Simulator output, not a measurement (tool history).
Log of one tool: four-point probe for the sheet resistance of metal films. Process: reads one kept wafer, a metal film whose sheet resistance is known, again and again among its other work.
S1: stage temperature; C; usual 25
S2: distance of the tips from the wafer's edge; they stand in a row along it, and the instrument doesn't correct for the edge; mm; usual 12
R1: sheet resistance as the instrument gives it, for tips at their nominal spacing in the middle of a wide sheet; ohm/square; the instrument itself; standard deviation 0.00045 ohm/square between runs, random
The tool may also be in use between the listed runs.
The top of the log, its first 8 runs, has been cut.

{"run": 9, "hour": 232.9, "S1": 25, "S2": 12, "R1": 2.267414}
{"run": 10, "hour": 265.2, "S1": 25, "S2": 12, "R1": 2.267021}
{"run": 11, "hour": 284.4, "S1": 25, "S2": 5, "R1": 2.307542}
{"run": 12, "hour": 302.9, "S1": 25, "S2": 5, "R1": 2.307039}
{"run": 13, "hour": 332.3, "S1": 25, "S2": 6, "R1": 2.292746}
{"run": 14, "hour": 350.0, "S1": 25, "S2": 33, "R1": 2.260408}
{"run": 15, "hour": 381.0, "S1": 25, "S2": 5, "R1": 2.306786}
{"run": 16, "hour": 397.5, "S1": 25, "S2": 5, "R1": 2.306915}
{"run": 17, "hour": 424.7, "S1": 22, "S2": 12, "R1": 2.277014}
{"run": 18, "hour": 457.0, "S1": 28, "S2": 12, "R1": 2.259272}
{"run": 19, "hour": 478.1, "S1": 23, "S2": 13, "R1": 2.272994}
{"run": 20, "hour": 495.9, "S1": 29, "S2": 12, "R1": 2.255879}
{"run": 21, "hour": 512.8, "S1": 25, "S2": 41, "R1": 2.259937}
{"run": 22, "hour": 537.6, "S1": 30, "S2": 7, "R1": 2.270148}
{"run": 23, "hour": 568.3, "S1": 21, "S2": 7, "R1": 2.297038}
{"run": 24, "hour": 584.6, "S1": 28, "S2": 24, "R1": 2.253271}
{"run": 25, "hour": 604.6, "S1": 28, "S2": 56, "R1": 2.250986}
{"run": 26, "hour": 622.5, "S1": 28, "S2": 56, "R1": 2.251293}
{"run": 27, "hour": 648.5, "S1": 23, "S2": 4, "R1": 2.339051}
{"run": 28, "hour": 678.4, "S1": 28, "S2": 46, "R1": 2.250748}
{"run": 29, "hour": 694.5, "S1": 28, "S2": 46, "R1": 2.251947}
{"run": 30, "hour": 716.9, "S1": 33, "S2": 6, "R1": 2.269978}
{"run": 31, "hour": 743.8, "S1": 33, "S2": 35, "R1": 2.238459}
{"run": 32, "hour": 759.3, "S1": 33, "S2": 35, "R1": 2.238389}

Predict each of these 3 candidate next runs independently; none follows another, all start after run 32:
{"run": "A", "hour": 790.4, "S1": 30, "S2": 70, "R1": "?"}
{"run": "B", "hour": 790.4, "S1": 23, "S2": 35, "R1": "?"}
{"run": "C", "hour": 790.4, "S1": 22, "S2": 6, "R1": "?"}

run=A R1=2.244641
run=B R1=2.266491
run=C R1=2.301488
Without the tool's hidden state the same runs would have given:
run=A R1=2.244745
run=B R1=2.266596
run=C R1=2.301595
